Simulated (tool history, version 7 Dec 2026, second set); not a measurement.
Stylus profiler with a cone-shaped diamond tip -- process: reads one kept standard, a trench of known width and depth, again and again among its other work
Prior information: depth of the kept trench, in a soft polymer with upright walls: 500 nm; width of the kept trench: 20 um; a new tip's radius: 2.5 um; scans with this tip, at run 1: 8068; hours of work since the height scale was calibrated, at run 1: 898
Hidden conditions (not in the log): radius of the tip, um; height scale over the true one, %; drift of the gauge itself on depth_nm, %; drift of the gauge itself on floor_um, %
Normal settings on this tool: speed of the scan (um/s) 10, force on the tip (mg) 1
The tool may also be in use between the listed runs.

run,hour,speed of the scan (um/s),force on the tip (mg),scans with this tip,hours of work since the height scale was calibrated,depth of the trench (Å),width of the trench's floor (µm)
1,0,10,1,8068,898,5034.1,15.86
2,83.3,10,0.38,8545,951,5024.1,15.74
3,142.8,10,0.38,8886,989,5024.4,15.69
4,259.1,10,0.38,9552,1063,5025.9,15.66
5,360.1,10,0.38,10131,1128,5028.3,15.55
6,473.3,10,0.57,10779,1200,5032.2,15.49
7,525.2,10,0.57,11076,1233,5034.3,15.46
8,611.6,10,2.08,11571,1288,5050.7,15.45
9,680.1,5,2.08,11963,1332,5049.5,15.49
10,733.1,10,1,12267,1365,5039,15.39
11,848.9,10,1,12930,1439,5040.7,15.31
12,946.3,10,1,13488,1501,5042.1,15.24
13,1043.8,10,1,14046,1563,5046.1,15.15
14,1121.1,10,1,14489,1613,5044.5,15.15
15,1179.9,10,1,14826,1650,5043.8,15.14
16,1290.5,10,1,15460,1721,5048.7,15.07
17,1413.4,34,1,16163,1799,5044.3,14.73
# hour 1450: new tip fitted, height scale calibrated
18,1506.5,34,1,323,36,5018.6,16.69
19,1614.8,34,1,943,105,5019.8,16.62
20,1676.2,34,1,1295,144,5019.5,16.51
21,1787.4,34,1,1932,215,5018.8,16.43
22,1838.7,34,1,2226,248,5020.6,16.36
23,1909.7,23,0.55,2632,293,5015,16.34
24,2019.8,23,0.55,3263,363,5017.4,16.29
25,2127.5,34,1.23,3880,432,5028.8,16.23
26,2224.5,22,0.84,4435,494,5022.4,16.15
27,2319.2,16,2.63,4978,554,5039.1,16.19
28,2379.9,10,0.49,5326,593,5022.4,16.15
29,2444.4,6,2.18,5695,634,5035.1,16.25
30,2495.5,6,2.18,5987,667,5037.4,16.19
31,2580.5,6,2.18,6474,721,5040.8,16.11
32,2674.6,16,1.55,7014,781,5036.7,16.02
33,2797.2,16,1.55,7715,859,5037.8,15.86
34,2907,20,0.8,8345,929,5029,15.76
35,3026.7,20,0.8,9030,1005,5032.1,15.61
36,3094.8,20,0.8,9420,1049,5033.6,15.6
37,3173.1,20,0.8,9869,1099,5032.9,15.58
38,3255.4,23,0.9,10340,1151,5036.3,15.48
39,3318.5,21,1.09,10701,1191,5037.3,15.49
40,3375.5,21,1.09,11028,1228,5037.3,15.4
41,3483.4,21,1.09,11646,1296,5040,15.42

Across each entry between runs, compare the hidden state at the last listed run before it with the hidden state at the first listed run after it:
Runs 17 to 18: new tip fitted, height scale calibrated (hour 1450)
  radius of the tip, um: 6.3 -> 2.48; height scale over the true one, %: 0.613 -> 0.014
  measured result minus the result with no hidden state, depth of the trench (Å): +30.7 -> +0.8; width of the trench's floor (µm): -1.92 -> +0.02
